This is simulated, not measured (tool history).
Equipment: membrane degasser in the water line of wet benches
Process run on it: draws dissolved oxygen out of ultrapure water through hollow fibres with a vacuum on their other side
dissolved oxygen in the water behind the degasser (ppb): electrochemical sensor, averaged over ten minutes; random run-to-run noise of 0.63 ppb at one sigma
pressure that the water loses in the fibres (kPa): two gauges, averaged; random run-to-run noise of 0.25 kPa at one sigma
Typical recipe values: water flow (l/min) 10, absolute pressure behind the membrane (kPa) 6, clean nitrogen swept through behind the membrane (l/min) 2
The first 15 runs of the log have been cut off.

run	hour	water flow (l/min)	absolute pressure behind the membrane (kPa)	clean nitrogen swept through behind the membrane (l/min)	hours since the membrane was changed	hours since the vacuum gauge was calibrated	hours since the vacuum lines were made tight	dissolved oxygen in the water behind the degasser (ppb)	pressure that the water loses in the fibres (kPa)
# hour 1402.5: vacuum gauge calibrated, once more
16	1439	10	6	2	4999	36	423	58.3	69.18
17	1567.4	7	12.21	1.36	5128	165	552	124.1	48.65
18	1626.2	7	14.02	1.36	5187	224	610	145.6	48.75
19	1751.7	7	14.02	1.36	5312	349	736	144.1	48.8
20	1839.9	7	14.02	1.36	5400	437	824	144.9	48.47
21	1952.7	7	9.44	4.81	5513	550	937	33.4	48.31
22	2014	7	9.44	4.81	5574	612	998	32.4	48.4
23	2130.5	7	11.94	1.81	5691	728	1115	92.5	48.72
24	2255.1	7	11.94	1.81	5815	853	1239	94.9	48.75
25	2352.8	16	11.74	1.67	5913	950	1337	258.9	110.88
26	2422.8	16	11.74	1.67	5983	1020	1407	256.4	111.04
27	2541.6	10	9.3	4.23	6102	1139	1526	60.6	69.41
28	2624.3	6	6	3.53	6185	1222	1608	18.8	41.41
29	2754.7	15	6	1.99	6315	1352	1739	111.6	104.02
30	2855.2	7	6	4.85	6416	1453	1839	20	48.76
31	2953.7	14	5.65	3.6	6514	1551	1938	76.8	97.77
32	3025.7	15	4.1	0.81	6586	1623	2010	100.3	104.66

Here are 4 independent what-if runs from the current tool condition. What would each one return?
A	3087.3	8	6	2	6648	1685	2071	?	?
B	3087.3	15	4.1	2.74	6648	1685	2071	?	?
C	3087.3	7	7.03	4.81	6648	1685	2071	?	?
D	3087.3	10	6	0.92	6648	1685	2071	?	?

run	dissolved oxygen in the water behind the degasser (ppb)	pressure that the water loses in the fibres (kPa)
A	43.1	55.72
B	73.8	104.12
C	24	48.96
D	99.7	69.01
Without the tool's unlogged condition, the same runs would have read:
run	dissolved oxygen in the water behind the degasser (ppb)	pressure that the water loses in the fibres (kPa)
A	40	54.57
B	66.8	101.98
C	22.1	47.95
D	94.1	67.59
